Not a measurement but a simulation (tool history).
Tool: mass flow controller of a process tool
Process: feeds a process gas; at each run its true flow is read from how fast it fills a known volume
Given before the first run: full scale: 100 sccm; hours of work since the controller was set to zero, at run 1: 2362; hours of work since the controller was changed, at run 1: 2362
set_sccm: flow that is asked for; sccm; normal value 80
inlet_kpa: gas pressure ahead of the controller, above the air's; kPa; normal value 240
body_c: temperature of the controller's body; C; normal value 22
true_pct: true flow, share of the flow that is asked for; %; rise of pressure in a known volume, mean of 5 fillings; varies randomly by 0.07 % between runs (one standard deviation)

run,day,set_sccm,inlet_kpa,body_c,hours of work since the controller was set to zero,hours of work since the controller was changed,true_pct
1,0.000,80,240,22,2362,2362,98.58
2,4.388,80,240,22,2424,2424,98.49
3,7.246,80,206,22,2464,2464,98.56
4,11.596,40,240,22,2526,2526,97.65
5,15.575,40,240,22,2582,2582,97.45
6,17.454,36,240,22,2608,2608,97.17
7,21.075,36,240,22,2659,2659,97.11
8,23.504,36,240,22,2694,2694,97.22
9,26.821,80,240,23,2740,2740,98.48
10,30.738,80,240,23,2795,2795,98.34
11,34.762,80,240,22,2852,2852,98.36
12,36.675,80,240,22,2879,2879,98.42
13,40.400,80,144,22,2932,2932,98.91
14,43.467,80,144,22,2975,2975,98.77
15,45.554,80,144,22,3004,3004,98.63
16,49.479,80,240,24,3060,3060,98.42
17,53.850,80,240,24,3121,3121,98.39
18,56.600,80,228,24,3160,3160,98.54
19,60.196,77,184,24,3211,3211,98.60
20,64.067,77,214,22,3265,3265,98.34
21,68.012,18,178,20,3321,3321,94.89
22,71.483,18,178,20,3370,3370,94.87
23,73.421,18,178,20,3397,3397,94.73
24,77.042,20,256,20,3448,3448,94.70
25,81.150,36,271,30,3506,3506,97.23
26,84.904,36,271,30,3559,3559,97.14
27,88.154,80,201,32,3604,3604,99.06
28,90.383,18,155,24,3636,3636,95.02
29,92.521,18,155,24,3666,3666,94.98
30,95.058,15,240,32,3702,3702,94.40
31,97.075,15,234,40,3730,3730,95.00
32,99.175,60,240,22,3760,3760,97.44

Had the tool no unlogged condition, and each run kept its random variation, what would the results have been?
Hidden conditions of the tool in this case: flow at rest that the sensor doesn't see, % of full scale; true flow over the shown one, %; drift of the gauge itself on true_pct, %.
run,true_pct
1,99.41
2,99.35
3,99.43
4,99.16
5,98.99
6,98.87
7,98.85
8,98.98
9,99.46
10,99.34
11,99.38
12,99.45
13,99.96
14,99.84
15,99.71
16,99.52
17,99.51
18,99.68
19,99.79
20,99.56
21,98.90
22,98.95
23,98.84
24,98.49
25,99.56
26,99.51
27,100.38
28,99.43
29,99.43
30,99.71
31,100.35
32,99.12
